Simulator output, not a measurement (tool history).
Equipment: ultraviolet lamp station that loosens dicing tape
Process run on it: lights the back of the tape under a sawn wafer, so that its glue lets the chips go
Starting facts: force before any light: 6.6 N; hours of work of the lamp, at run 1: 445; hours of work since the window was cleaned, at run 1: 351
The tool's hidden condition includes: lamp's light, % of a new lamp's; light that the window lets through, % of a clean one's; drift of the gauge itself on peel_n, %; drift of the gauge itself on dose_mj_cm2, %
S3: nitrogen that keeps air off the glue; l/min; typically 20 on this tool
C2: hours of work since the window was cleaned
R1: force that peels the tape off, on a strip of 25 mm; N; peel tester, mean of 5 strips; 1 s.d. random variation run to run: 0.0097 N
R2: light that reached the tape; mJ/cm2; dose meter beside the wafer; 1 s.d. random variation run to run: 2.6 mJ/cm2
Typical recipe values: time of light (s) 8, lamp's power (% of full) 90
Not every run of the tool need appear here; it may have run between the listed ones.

run 1 hour=0 | time_of_light_(s)=8 lamp's_power_(%_of_full)=90 S3=20 | hours_of_work_of_the_lamp=445 C2=351 | R1=0.413 R2=313
run 2 hour=73.9 | time_of_light_(s)=6 lamp's_power_(%_of_full)=90 S3=20 | hours_of_work_of_the_lamp=502 C2=408 | R1=0.665 R2=239
run 3 hour=137 | time_of_light_(s)=6 lamp's_power_(%_of_full)=90 S3=32 | hours_of_work_of_the_lamp=550 C2=457 | R1=0.517 R2=240
-- hour=200.6 window cleaned of glue's vapour
run 4 hour=211.9 | time_of_light_(s)=8 lamp's_power_(%_of_full)=90 S3=20 | hours_of_work_of_the_lamp=608 C2=9 | R1=0.405 R2=320
run 5 hour=250.2 | time_of_light_(s)=8 lamp's_power_(%_of_full)=90 S3=20 | hours_of_work_of_the_lamp=637 C2=38 | R1=0.409 R2=319
-- hour=298.8 lamp changed
run 6 hour=326.2 | time_of_light_(s)=8 lamp's_power_(%_of_full)=90 S3=20 | hours_of_work_of_the_lamp=21 C2=96 | R1=0.414 R2=322
run 7 hour=369.3 | time_of_light_(s)=8 lamp's_power_(%_of_full)=90 S3=20 | hours_of_work_of_the_lamp=54 C2=129 | R1=0.419 R2=320
run 8 hour=427 | time_of_light_(s)=8 lamp's_power_(%_of_full)=90 S3=20 | hours_of_work_of_the_lamp=99 C2=173 | R1=0.409 R2=318
run 9 hour=490.4 | time_of_light_(s)=8 lamp's_power_(%_of_full)=90 S3=20 | hours_of_work_of_the_lamp=147 C2=222 | R1=0.427 R2=323
run 10 hour=570.9 | time_of_light_(s)=8 lamp's_power_(%_of_full)=90 S3=8 | hours_of_work_of_the_lamp=209 C2=284 | R1=0.76 R2=319
run 11 hour=656.1 | time_of_light_(s)=5 lamp's_power_(%_of_full)=90 S3=20 | hours_of_work_of_the_lamp=275 C2=349 | R1=0.901 R2=198
run 12 hour=734.5 | time_of_light_(s)=5 lamp's_power_(%_of_full)=90 S3=20 | hours_of_work_of_the_lamp=335 C2=410 | R1=0.925 R2=197
run 13 hour=789.6 | time_of_light_(s)=12 lamp's_power_(%_of_full)=90 S3=20 | hours_of_work_of_the_lamp=377 C2=452 | R1=0.272 R2=478
run 14 hour=832.7 | time_of_light_(s)=14 lamp's_power_(%_of_full)=97 S3=15 | hours_of_work_of_the_lamp=411 C2=485 | R1=0.248 R2=601
-- hour=859.9 window cleaned of glue's vapour
run 15 hour=903.1 | time_of_light_(s)=14 lamp's_power_(%_of_full)=97 S3=15 | hours_of_work_of_the_lamp=464 C2=33 | R1=0.266 R2=601
run 16 hour=982.2 | time_of_light_(s)=8 lamp's_power_(%_of_full)=84 S3=20 | hours_of_work_of_the_lamp=525 C2=94 | R1=0.444 R2=295
run 17 hour=1053.2 | time_of_light_(s)=8 lamp's_power_(%_of_full)=95 S3=17 | hours_of_work_of_the_lamp=580 C2=149 | R1=0.409 R2=335
run 18 hour=1087.9 | time_of_light_(s)=13 lamp's_power_(%_of_full)=95 S3=33 | hours_of_work_of_the_lamp=606 C2=175 | R1=0.248 R2=548
run 19 hour=1142.3 | time_of_light_(s)=13 lamp's_power_(%_of_full)=95 S3=33 | hours_of_work_of_the_lamp=648 C2=217 | R1=0.255 R2=549
-- hour=1178.2 lamp changed
run 20 hour=1188.7 | time_of_light_(s)=16 lamp's_power_(%_of_full)=90 S3=30 | hours_of_work_of_the_lamp=8 C2=252 | R1=0.252 R2=641
run 21 hour=1251.2 | time_of_light_(s)=16 lamp's_power_(%_of_full)=90 S3=30 | hours_of_work_of_the_lamp=56 C2=300 | R1=0.244 R2=643
run 22 hour=1287.1 | time_of_light_(s)=7 lamp's_power_(%_of_full)=75 S3=20 | hours_of_work_of_the_lamp=84 C2=328 | R1=0.694 R2=234
run 23 hour=1361.3 | time_of_light_(s)=7 lamp's_power_(%_of_full)=71 S3=20 | hours_of_work_of_the_lamp=141 C2=385 | R1=0.805 R2=219

Each row is a separate what-if for the run after 23, all from the same tool condition, not one after another. Results?
run A hour=1422.2 | time_of_light_(s)=4 lamp's_power_(%_of_full)=81 S3=20 | hours_of_work_of_the_lamp=188 C2=432 | R1=? R2=?
run B hour=1422.2 | time_of_light_(s)=9 lamp's_power_(%_of_full)=71 S3=20 | hours_of_work_of_the_lamp=188 C2=432 | R1=? R2=?
run C hour=1422.2 | time_of_light_(s)=4 lamp's_power_(%_of_full)=90 S3=20 | hours_of_work_of_the_lamp=188 C2=432 | R1=? R2=?
run D hour=1422.2 | time_of_light_(s)=8 lamp's_power_(%_of_full)=96 S3=28 | hours_of_work_of_the_lamp=188 C2=432 | R1=? R2=?
run E hour=1422.2 | time_of_light_(s)=10 lamp's_power_(%_of_full)=71 S3=20 | hours_of_work_of_the_lamp=188 C2=432 | R1=? R2=?

run=A R1=1.496 R2=143
run=B R1=0.509 R2=286
run=C R1=1.324 R2=160
run=D R1=0.343 R2=342
run=E R1=0.426 R2=315
Take away the tool's hidden state, keep each run's random variation, and the runs would have read:
run=A R1=1.494 R2=143
run=B R1=0.508 R2=286
run=C R1=1.322 R2=160
run=D R1=0.343 R2=343
run=E R1=0.425 R2=315

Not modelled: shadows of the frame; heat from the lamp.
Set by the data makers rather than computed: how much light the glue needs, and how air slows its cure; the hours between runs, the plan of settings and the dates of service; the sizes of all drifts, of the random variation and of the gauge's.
